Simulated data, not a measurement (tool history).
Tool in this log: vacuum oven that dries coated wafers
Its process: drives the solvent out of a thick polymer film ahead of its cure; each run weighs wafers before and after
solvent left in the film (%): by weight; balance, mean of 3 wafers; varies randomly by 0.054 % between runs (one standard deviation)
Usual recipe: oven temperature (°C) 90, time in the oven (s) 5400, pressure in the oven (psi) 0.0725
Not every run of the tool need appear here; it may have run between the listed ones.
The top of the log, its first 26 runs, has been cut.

Run 27, hour 321: usual settings but time in the oven (s) 9060, pressure in the oven (psi) 0.1136. Result: solvent left in the film (%) 1.36.
Run 28, hour 336.1: usual settings but time in the oven (s) 9360, pressure in the oven (psi) 0.0495. Result: solvent left in the film (%) 0.65.
Run 29, hour 353.2: usual settings but time in the oven (s) 3240, pressure in the oven (psi) 0.1517. Result: solvent left in the film (%) 5.02.
Run 30, hour 370.2: usual settings but oven temperature (°C) 94, time in the oven (s) 8160, pressure in the oven (psi) 0.0396. Result: solvent left in the film (%) 0.46.
Run 31, hour 384.7: usual settings but oven temperature (°C) 94, time in the oven (s) 8160, pressure in the oven (psi) 0.0396. Result: solvent left in the film (%) 0.59.
Run 32, hour 402: usual settings but oven temperature (°C) 94, time in the oven (s) 4320, pressure in the oven (psi) 0.0396. Result: solvent left in the film (%) 1.98.
Run 33, hour 411.6: usual settings but oven temperature (°C) 94, time in the oven (s) 4320, pressure in the oven (psi) 0.0396. Result: solvent left in the film (%) 2.06.
Run 34, hour 425.1: usual settings but oven temperature (°C) 82, time in the oven (s) 3000, pressure in the oven (psi) 0.1295. Result: solvent left in the film (%) 7.68.
Run 35, hour 433.3: usual settings but oven temperature (°C) 91, time in the oven (s) 6600. Result: solvent left in the film (%) 1.4.
Run 36, hour 440.5: usual settings but oven temperature (°C) 96, time in the oven (s) 3240, pressure in the oven (psi) 0.0965. Result: solvent left in the film (%) 3.1.
Run 37, hour 451.8: usual settings but oven temperature (°C) 96, time in the oven (s) 4440, pressure in the oven (psi) 0.0435. Result: solvent left in the film (%) 1.53.
Run 38, hour 469.3: usual settings but oven temperature (°C) 81, time in the oven (s) 4020, pressure in the oven (psi) 0.0435. Result: solvent left in the film (%) 5.44.
Run 39, hour 484.4: usual settings but oven temperature (°C) 105, time in the oven (s) 4620, pressure in the oven (psi) 0.1052. Result: solvent left in the film (%) 0.91.
Run 40, hour 494.4: usual settings but oven temperature (°C) 101, time in the oven (s) 3720, pressure in the oven (psi) 0.0426. Result: solvent left in the film (%) 1.44.
Run 41, hour 505.6: usual settings but oven temperature (°C) 98, time in the oven (s) 8880, pressure in the oven (psi) 0.0747. Result: solvent left in the film (%) 0.52.

Alternative continuations, all from the tool just after run 41; predict every row:
Run A, hour 515.6: usual settings but oven temperature (°C) 98, time in the oven (s) 6000, pressure in the oven (psi) 0.0493. Result: solvent left in the film (%) ?.
Run B, hour 515.6: usual settings but oven temperature (°C) 89, pressure in the oven (psi) 0.092. Result: solvent left in the film (%) ?.
Run C, hour 515.6: usual settings but oven temperature (°C) 98, time in the oven (s) 3000, pressure in the oven (psi) 0.0576. Result: solvent left in the film (%) ?.
Run D, hour 515.6: usual settings but time in the oven (s) 4560. Result: solvent left in the film (%) ?.
Run E, hour 515.6: usual settings but oven temperature (°C) 99, time in the oven (s) 4020. Result: solvent left in the film (%) ?.

run  solvent left in the film (%)
  A                          0.76
  B                          2.45
  C                          2.87
  D                          2.71
  E                          1.61
The same runs, with their run-to-run variation unchanged, on a tool lacking any hidden condition would have given:
run  solvent left in the film (%)
  A                          0.75
  B                          2.44
  C                          2.86
  D                           2.7
  E                          1.61
